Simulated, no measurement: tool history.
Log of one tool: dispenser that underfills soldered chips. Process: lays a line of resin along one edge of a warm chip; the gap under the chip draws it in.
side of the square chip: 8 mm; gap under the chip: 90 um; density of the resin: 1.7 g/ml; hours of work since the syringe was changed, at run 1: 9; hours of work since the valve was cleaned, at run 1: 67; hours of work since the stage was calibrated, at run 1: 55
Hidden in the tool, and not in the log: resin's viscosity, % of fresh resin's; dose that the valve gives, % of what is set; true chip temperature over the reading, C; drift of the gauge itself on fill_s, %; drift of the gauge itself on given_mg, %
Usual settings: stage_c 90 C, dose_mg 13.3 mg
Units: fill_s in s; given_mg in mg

run    day  stage_c  dose_mg  hours of work since the syringe was changed  hours of work since the valve was cleaned  hours of work since the stage was calibrated  fill_s  given_mg
  1  0.000       90     13.3                                            9                                         67                                            55    88.6     12.45
     0.167  -- new syringe of resin
  2  0.221       90     15.9                                            1                                         70                                            58    63.3     14.93
  3  0.429       90     15.9                                            4                                         73                                            61    71.3     14.94
  4  0.567       91     13.3                                            6                                         75                                            63    74.5     12.54
  5  0.683       82     13.3                                            8                                         77                                            65   116.6     12.40
  6  0.796       90     13.3                                            9                                         78                                            67    88.5     12.42
     0.938  -- new syringe of resin
  7  0.938       90     13.7                                            0                                         80                                            69    62.9     12.70
  8  1.079       90     13.3                                            2                                         82                                            71    67.1     12.41
  9  1.208       90     13.3                                            4                                         84                                            73    73.6     12.35
     1.425  -- dispensing valve cleaned and set on the balance
 10  1.425       90     16.1                                            7                                          0                                            75    76.0     16.01
 11  1.592       90     16.1                                            9                                          2                                            78    82.3     16.23
     1.754  -- new syringe of resin
 12  1.779       96     13.3                                            0                                          5                                            80    49.7     13.22
 13  1.983       96     13.3                                            3                                          8                                            83    54.1     13.33
 14  2.104       96     13.3                                            5                                         10                                            85    57.9     13.19
 15  2.275       96     13.3                                            8                                         12                                            88    62.7     13.10
 16  2.500       96     13.3                                           11                                         16                                            91    71.6     13.19
     2.525  -- new syringe of resin
 17  2.683       96     13.3                                            2                                         18                                            93    52.8     13.10
 18  2.808      101     17.2                                            4                                         20                                            95    44.6     17.16
 19  3.017      101     17.2                                            7                                         23                                            98    49.5     16.90
 20  3.225       91     16.8                                           10                                         26                                           101    83.9     16.40
     3.300  -- new syringe of resin
 21  3.354       91     16.8                                            1                                         28                                           103    58.3     16.46
 22  3.546       91     16.8                                            4                                         31                                           106    65.5     16.18
 23  3.696       91     16.8                                            6                                         33                                           108    71.0     16.32
 24  3.825       97     16.2                                            8                                         35                                           110    58.6     15.75
 25  3.962      103     15.4                                           10                                         37                                           112    51.2     14.81
     4.075  -- new syringe of resin
 26  4.179      103     15.4                                            2                                         40                                           115    39.0     14.96
 27  4.346      103     15.4                                            4                                         42                                           117    42.4     15.00
 28  4.554      103     15.4                                            7                                         45                                           120    45.5     14.72
 29  4.683       79     13.2                                            9                                         47                                           122   136.5     12.74
     4.858  -- new syringe of resin
 30  4.904       77     15.0                                            1                                         50                                           125   108.5     14.46
 31  5.054       84     13.4                                            3                                         52                                           128    90.3     12.79
 32  5.162       84     13.4                                            5                                         54                                           129    92.4     12.96

Forecast each of these 5 alternatives for the next run:
  A  5.358       84     12.2                                            7                                         57                                           132       ?         ?
  B  5.358       79     13.3                                            7                                         57                                           132       ?         ?
  C  5.358       84     12.9                                            7                                         57                                           132       ?         ?
  D  5.358       90     13.8                                            7                                         57                                           132       ?         ?
  E  5.358       90     12.1                                            7                                         57                                           132       ?         ?

run  fill_s  given_mg
  A   106.1     11.67
  B   128.9     12.67
  C   107.7     12.42
  D    82.7     13.08
  E    84.2     11.64
Without the tool's hidden state the same runs would have given:
run  fill_s  given_mg
  A    80.3     12.22
  B    97.9     13.27
  C    81.8     13.01
  D    63.0     13.70
  E    63.6     12.19

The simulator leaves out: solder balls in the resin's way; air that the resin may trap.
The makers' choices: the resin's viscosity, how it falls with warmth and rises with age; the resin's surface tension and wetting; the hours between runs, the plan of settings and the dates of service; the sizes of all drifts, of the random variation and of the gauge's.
